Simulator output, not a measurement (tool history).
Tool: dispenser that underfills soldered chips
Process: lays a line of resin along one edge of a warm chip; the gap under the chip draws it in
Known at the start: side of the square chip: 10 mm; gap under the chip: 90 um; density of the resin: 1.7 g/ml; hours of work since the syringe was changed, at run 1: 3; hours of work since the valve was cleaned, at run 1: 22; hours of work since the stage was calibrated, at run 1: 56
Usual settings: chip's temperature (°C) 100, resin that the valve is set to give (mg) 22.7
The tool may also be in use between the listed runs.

| run | hour | chip's temperature (°C) | resin that the valve is set to give (mg) | hours of work since the syringe was changed | hours of work since the valve was cleaned | hours of work since the stage was calibrated | time until the resin shows at the far edge (s) | resin that the valve gave (mg) |
|---|---|---|---|---|---|---|---|---|
| 1 | 0.0 | 100 | 22.7 | 3 | 22 | 56 | 39.0 | 22.52 |
| 2 | 7.5 | 108 | 22.7 | 9 | 27 | 62 | 36.5 | 22.41 |
|  | 10.5 | new syringe of resin |
| 3 | 12.0 | 108 | 22.7 | 1 | 31 | 65 | 27.3 | 22.41 |
| 4 | 19.4 | 100 | 22.7 | 7 | 36 | 71 | 46.0 | 22.33 |
|  | 25.0 | new syringe of resin |
| 5 | 25.7 | 89 | 22.7 | 1 | 41 | 76 | 58.2 | 22.33 |
| 6 | 32.9 | 89 | 21.7 | 6 | 47 | 81 | 71.8 | 21.29 |
|  | 35.3 | dispensing valve cleaned and set on the balance |
|  | 40.0 | new syringe of resin |
| 7 | 40.4 | 92 | 22.7 | 0 | 4 | 86 | 51.0 | 22.70 |
| 8 | 46.2 | 92 | 22.7 | 5 | 8 | 91 | 59.8 | 22.66 |
| 9 | 53.6 | 91 | 22.7 | 11 | 14 | 96 | 76.8 | 22.64 |
|  | 54.3 | new syringe of resin |
| 10 | 58.9 | 91 | 22.7 | 4 | 18 | 100 | 59.8 | 22.59 |
| 11 | 64.3 | 100 | 22.7 | 8 | 22 | 104 | 48.4 | 22.58 |
| 12 | 67.9 | 100 | 22.7 | 11 | 25 | 107 | 54.2 | 22.51 |
|  | 68.8 | new syringe of resin |
| 13 | 72.5 | 100 | 22.7 | 3 | 28 | 111 | 40.3 | 22.48 |
| 14 | 76.5 | 97 | 19.9 | 6 | 31 | 114 | 54.2 | 19.68 |
|  | 82.8 | new syringe of resin |
| 15 | 84.0 | 112 | 20.6 | 1 | 37 | 119 | 23.8 | 20.36 |
| 16 | 89.4 | 113 | 28.0 | 5 | 41 | 123 | 26.2 | 27.59 |
| 17 | 95.6 | 109 | 22.8 | 10 | 46 | 128 | 37.2 | 22.38 |
|  | 97.0 | new syringe of resin |
|  | 99.2 | dispensing valve cleaned and set on the balance |
| 18 | 104.4 | 85 | 29.3 | 5 | 4 | 134 | 79.1 | 29.36 |
| 19 | 111.1 | 109 | 23.9 | 10 | 9 | 139 | 36.8 | 23.91 |
|  | 112.7 | new syringe of resin |
| 20 | 115.3 | 86 | 22.3 | 2 | 12 | 142 | 69.7 | 22.29 |
| 21 | 118.5 | 86 | 22.3 | 5 | 15 | 145 | 78.4 | 22.26 |
| 22 | 125.1 | 86 | 22.3 | 10 | 20 | 150 | 97.8 | 22.18 |
|  | 127.1 | new syringe of resin |
| 23 | 132.3 | 86 | 22.3 | 4 | 25 | 155 | 75.1 | 22.10 |
| 24 | 139.6 | 102 | 23.7 | 10 | 31 | 161 | 48.6 | 23.49 |
|  | 141.5 | new syringe of resin |
| 25 | 144.2 | 102 | 23.7 | 2 | 34 | 164 | 36.5 | 23.37 |

4 ways to go on from here, each from the tool as it stands after run 25. What would each give?
| A | 150.8 | 112 | 29.2 | 7 | 39 | 169 | ? | ? |
| B | 150.8 | 96 | 23.7 | 7 | 39 | 169 | ? | ? |
| C | 150.8 | 96 | 26.2 | 7 | 39 | 169 | ? | ? |
| D | 150.8 | 100 | 20.6 | 7 | 39 | 169 | ? | ? |

| run | time until the resin shows at the far edge (s) | resin that the valve gave (mg) |
|---|---|---|
| A | 30.1 | 28.80 |
| B | 56.0 | 23.37 |
| C | 56.2 | 25.83 |
| D | 49.5 | 20.28 |
Without the tool's hidden state the same runs would have given:
| run | time until the resin shows at the far edge (s) | resin that the valve gave (mg) |
|---|---|---|
| A | 21.3 | 29.22 |
| B | 39.1 | 23.71 |
| C | 39.4 | 26.21 |
| D | 34.5 | 20.58 |
